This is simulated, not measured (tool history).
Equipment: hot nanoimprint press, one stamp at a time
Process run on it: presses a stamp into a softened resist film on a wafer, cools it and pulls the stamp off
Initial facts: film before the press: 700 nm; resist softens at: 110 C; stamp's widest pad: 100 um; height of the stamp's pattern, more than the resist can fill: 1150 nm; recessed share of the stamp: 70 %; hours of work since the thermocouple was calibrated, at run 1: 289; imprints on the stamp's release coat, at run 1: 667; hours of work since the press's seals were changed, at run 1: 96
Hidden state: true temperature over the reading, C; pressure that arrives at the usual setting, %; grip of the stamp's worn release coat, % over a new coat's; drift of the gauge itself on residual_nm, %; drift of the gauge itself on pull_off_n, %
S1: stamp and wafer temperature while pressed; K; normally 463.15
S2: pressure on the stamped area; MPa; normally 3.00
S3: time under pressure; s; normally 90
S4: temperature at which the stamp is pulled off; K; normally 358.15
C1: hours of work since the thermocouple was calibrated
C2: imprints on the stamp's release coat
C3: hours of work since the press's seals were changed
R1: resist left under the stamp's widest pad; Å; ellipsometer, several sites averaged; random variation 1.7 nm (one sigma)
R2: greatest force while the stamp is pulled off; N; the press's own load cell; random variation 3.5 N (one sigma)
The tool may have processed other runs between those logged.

run	hour	S1	S2	S3	S4	C1	C2	C3	R1	R2
1	0.0	463.15	3.00	90	358.15	289	667	96	3332	214
# hour 6.2: plate thermocouple calibrated
2	10.1	463.15	3.00	90	364.15	2	694	100	3297	177
3	15.5	463.15	2.58	90	358.15	5	714	103	3561	198
4	25.1	463.15	4.07	90	358.15	10	750	108	2763	198
5	31.5	463.15	4.07	90	358.15	14	773	112	2766	211
6	37.1	463.15	3.00	90	361.15	17	794	115	3317	201
7	41.3	459.15	3.00	90	358.15	19	810	117	3813	212
8	46.7	459.15	3.00	90	358.15	22	830	120	3805	212
9	51.1	459.15	3.00	90	344.15	24	846	122	3772	258
10	59.5	454.15	3.00	90	358.15	29	877	127	4477	209
# hour 63.2: plate thermocouple calibrated, once more
11	72.4	454.15	3.00	90	358.15	5	914	132	4790	221
12	78.8	454.15	3.00	90	358.15	8	938	135	4755	216
13	84.4	463.15	3.00	98	358.15	11	959	138	3344	218
14	89.5	463.15	3.00	98	358.15	14	978	141	3378	229
15	95.6	463.15	3.00	98	358.15	17	1001	144	3401	221
16	100.5	463.15	2.51	144	358.15	20	1019	147	3318	227
17	104.6	453.15	2.21	90	358.15	22	1034	149	5443	232
18	111.2	463.15	3.00	90	366.15	26	1058	153	3477	192
19	119.8	463.15	3.00	90	366.15	30	1090	157	3483	192
20	125.6	463.15	3.00	90	366.15	33	1112	160	3463	186
21	134.5	463.15	3.00	90	366.15	38	1145	165	3466	195
22	139.0	463.15	3.00	140	358.15	41	1162	168	3019	234
23	147.6	463.15	3.00	140	358.15	45	1194	172	3004	231
# hour 160.8: stamp cleaned and given a new release coat
24	163.5	463.15	3.00	140	358.15	51	10	177	3014	166
25	171.7	463.15	2.79	90	366.15	55	41	182	3632	145
26	177.8	465.15	3.00	152	358.15	58	64	185	2713	177
27	187.0	465.15	3.00	152	358.15	63	98	190	2699	175
28	195.1	459.15	3.00	154	358.15	67	128	194	3389	170
29	200.4	455.15	3.40	86	362.15	70	147	197	4389	158

What does the tool deliver on the next run?
30	209.9	463.15	3.00	87	363.15	75	183	202	?	?

Run 30 produced R1 3481 Å, R2 163 N.
If the tool had no hidden condition, the same run with the same run-to-run variation would have returned R1 3476 Å, R2 155 N.

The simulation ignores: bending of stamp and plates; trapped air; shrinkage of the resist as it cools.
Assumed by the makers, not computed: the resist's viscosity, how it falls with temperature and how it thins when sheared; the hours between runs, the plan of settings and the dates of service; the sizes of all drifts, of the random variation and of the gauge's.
